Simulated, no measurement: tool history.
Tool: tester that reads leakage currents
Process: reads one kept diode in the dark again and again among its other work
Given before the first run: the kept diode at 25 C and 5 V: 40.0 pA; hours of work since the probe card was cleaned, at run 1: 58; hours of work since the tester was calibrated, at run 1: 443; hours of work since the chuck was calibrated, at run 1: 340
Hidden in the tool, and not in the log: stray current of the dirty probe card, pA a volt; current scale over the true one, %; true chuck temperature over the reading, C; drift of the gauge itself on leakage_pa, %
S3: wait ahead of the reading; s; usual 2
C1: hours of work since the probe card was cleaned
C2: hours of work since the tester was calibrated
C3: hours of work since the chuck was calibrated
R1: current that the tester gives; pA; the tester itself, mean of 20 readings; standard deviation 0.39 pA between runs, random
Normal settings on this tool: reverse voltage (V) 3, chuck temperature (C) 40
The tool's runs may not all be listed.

run 1 hour=0 | reverse_voltage_(V)=3 chuck_temperature_(C)=40 S3=2 | C1=58 C2=443 C3=340 | R1=122.01
run 2 hour=65.1 | reverse_voltage_(V)=3 chuck_temperature_(C)=40 S3=1.05 | C1=96 C2=481 C3=379 | R1=122.68
run 3 hour=134.5 | reverse_voltage_(V)=3 chuck_temperature_(C)=40 S3=1.05 | C1=137 C2=522 C3=420 | R1=122.08
run 4 hour=235.7 | reverse_voltage_(V)=3 chuck_temperature_(C)=40 S3=1.05 | C1=196 C2=581 C3=479 | R1=121.12
run 5 hour=313.2 | reverse_voltage_(V)=3 chuck_temperature_(C)=40 S3=1.05 | C1=242 C2=627 C3=525 | R1=120.54
run 6 hour=382.4 | reverse_voltage_(V)=3 chuck_temperature_(C)=40 S3=1.05 | C1=283 C2=668 C3=565 | R1=120.78
run 7 hour=453.5 | reverse_voltage_(V)=3 chuck_temperature_(C)=40 S3=1.05 | C1=324 C2=710 C3=607 | R1=120.39
run 8 hour=544.4 | reverse_voltage_(V)=7.53 chuck_temperature_(C)=40 S3=1.05 | C1=378 C2=763 C3=661 | R1=180.13
run 9 hour=650.9 | reverse_voltage_(V)=3 chuck_temperature_(C)=40 S3=2 | C1=441 C2=826 C3=723 | R1=118.86
run 10 hour=698.8 | reverse_voltage_(V)=3 chuck_temperature_(C)=40 S3=2 | C1=469 C2=854 C3=751 | R1=119
run 11 hour=803.5 | reverse_voltage_(V)=3 chuck_temperature_(C)=40 S3=2 | C1=530 C2=915 C3=813 | R1=118.06
run 12 hour=880.9 | reverse_voltage_(V)=3 chuck_temperature_(C)=40 S3=2 | C1=576 C2=961 C3=859 | R1=117.28
run 13 hour=944.5 | reverse_voltage_(V)=3 chuck_temperature_(C)=40 S3=2 | C1=613 C2=998 C3=896 | R1=117.79
-- hour=953 probe card cleaned and baked
run 14 hour=1025.4 | reverse_voltage_(V)=3 chuck_temperature_(C)=40 S3=2 | C1=43 C2=1044 C3=942 | R1=117.31
run 15 hour=1082.5 | reverse_voltage_(V)=3 chuck_temperature_(C)=40 S3=2 | C1=76 C2=1078 C3=975 | R1=116.97
run 16 hour=1131.1 | reverse_voltage_(V)=3 chuck_temperature_(C)=40 S3=2 | C1=105 C2=1106 C3=1004 | R1=116.22
run 17 hour=1197.1 | reverse_voltage_(V)=3 chuck_temperature_(C)=40 S3=2 | C1=144 C2=1145 C3=1043 | R1=116.75
run 18 hour=1265.7 | reverse_voltage_(V)=3 chuck_temperature_(C)=40 S3=2 | C1=184 C2=1186 C3=1083 | R1=116.09
run 19 hour=1358.4 | reverse_voltage_(V)=3 chuck_temperature_(C)=40 S3=2 | C1=238 C2=1240 C3=1138 | R1=115.52
-- hour=1414.3 probe card cleaned and baked, once more
run 20 hour=1429.8 | reverse_voltage_(V)=3 chuck_temperature_(C)=40 S3=2 | C1=9 C2=1280 C3=1178 | R1=113.59
run 21 hour=1492.5 | reverse_voltage_(V)=16.08 chuck_temperature_(C)=26 S3=0.97 | C1=46 C2=1317 C3=1215 | R1=70.31
run 22 hour=1540.7 | reverse_voltage_(V)=16.08 chuck_temperature_(C)=26 S3=0.97 | C1=74 C2=1346 C3=1243 | R1=70.42
run 23 hour=1602.8 | reverse_voltage_(V)=16.08 chuck_temperature_(C)=26 S3=0.97 | C1=111 C2=1382 C3=1280 | R1=70.75
run 24 hour=1687.6 | reverse_voltage_(V)=16.08 chuck_temperature_(C)=27 S3=0.7 | C1=161 C2=1432 C3=1330 | R1=78.78
run 25 hour=1756.1 | reverse_voltage_(V)=7.32 chuck_temperature_(C)=40 S3=0.61 | C1=201 C2=1472 C3=1370 | R1=168.99
run 26 hour=1857.3 | reverse_voltage_(V)=9.66 chuck_temperature_(C)=40 S3=3.41 | C1=261 C2=1532 C3=1429 | R1=185.91
run 27 hour=1908.5 | reverse_voltage_(V)=9.66 chuck_temperature_(C)=54 S3=8.09 | C1=291 C2=1562 C3=1460 | R1=598.44
run 28 hour=1973 | reverse_voltage_(V)=1.45 chuck_temperature_(C)=47 S3=2 | C1=329 C2=1600 C3=1497 | R1=146.42
run 29 hour=2073.9 | reverse_voltage_(V)=4.03 chuck_temperature_(C)=58 S3=7.39 | C1=388 C2=1659 C3=1557 | R1=558.18
run 30 hour=2187.3 | reverse_voltage_(V)=18.66 chuck_temperature_(C)=37 S3=7.39 | C1=455 C2=1726 C3=1624 | R1=189.61
run 31 hour=2256.8 | reverse_voltage_(V)=1.47 chuck_temperature_(C)=48 S3=1.18 | C1=496 C2=1767 C3=1664 | R1=158.95
run 32 hour=2321.9 | reverse_voltage_(V)=6.1 chuck_temperature_(C)=48 S3=1.66 | C1=534 C2=1805 C3=1703 | R1=295.82
run 33 hour=2379.3 | reverse_voltage_(V)=1.9 chuck_temperature_(C)=40 S3=2 | C1=568 C2=1839 C3=1736 | R1=89.15
run 34 hour=2438.7 | reverse_voltage_(V)=1.9 chuck_temperature_(C)=40 S3=2 | C1=603 C2=1874 C3=1771 | R1=88.95
run 35 hour=2537.5 | reverse_voltage_(V)=3.39 chuck_temperature_(C)=25 S3=3.36 | C1=661 C2=1932 C3=1829 | R1=29.46
run 36 hour=2617.2 | reverse_voltage_(V)=10.88 chuck_temperature_(C)=57 S3=0.48 | C1=708 C2=1979 C3=1876 | R1=789.28
run 37 hour=2681.9 | reverse_voltage_(V)=8.23 chuck_temperature_(C)=57 S3=0.48 | C1=746 C2=2017 C3=1914 | R1=690.37
run 38 hour=2731.8 | reverse_voltage_(V)=6.4 chuck_temperature_(C)=29 S3=2.14 | C1=775 C2=2046 C3=1944 | R1=57.33
run 39 hour=2788 | reverse_voltage_(V)=1.8 chuck_temperature_(C)=50 S3=5.14 | C1=808 C2=2079 C3=1977 | R1=199.88

Here are 4 independent what-if runs from the current tool condition. What would each one return?
run A hour=2847 | reverse_voltage_(V)=3 chuck_temperature_(C)=23 S3=8.75 | C1=843 C2=2114 C3=2012 | R1=?
run B hour=2847 | reverse_voltage_(V)=2.45 chuck_temperature_(C)=21 S3=1.58 | C1=843 C2=2114 C3=2012 | R1=?
run C hour=2847 | reverse_voltage_(V)=18.42 chuck_temperature_(C)=31 S3=1.69 | C1=843 C2=2114 C3=2012 | R1=?
run D hour=2847 | reverse_voltage_(V)=2.92 chuck_temperature_(C)=23 S3=3.34 | C1=843 C2=2114 C3=2012 | R1=?

run=A R1=22.84
run=B R1=17.72
run=C R1=113.47
run=D R1=22.89
Stripped of hidden state, with their random variation kept, the same runs would have yielded:
run=A R1=26.46
run=B R1=20.42
run=C R1=127.61
run=D R1=26.5

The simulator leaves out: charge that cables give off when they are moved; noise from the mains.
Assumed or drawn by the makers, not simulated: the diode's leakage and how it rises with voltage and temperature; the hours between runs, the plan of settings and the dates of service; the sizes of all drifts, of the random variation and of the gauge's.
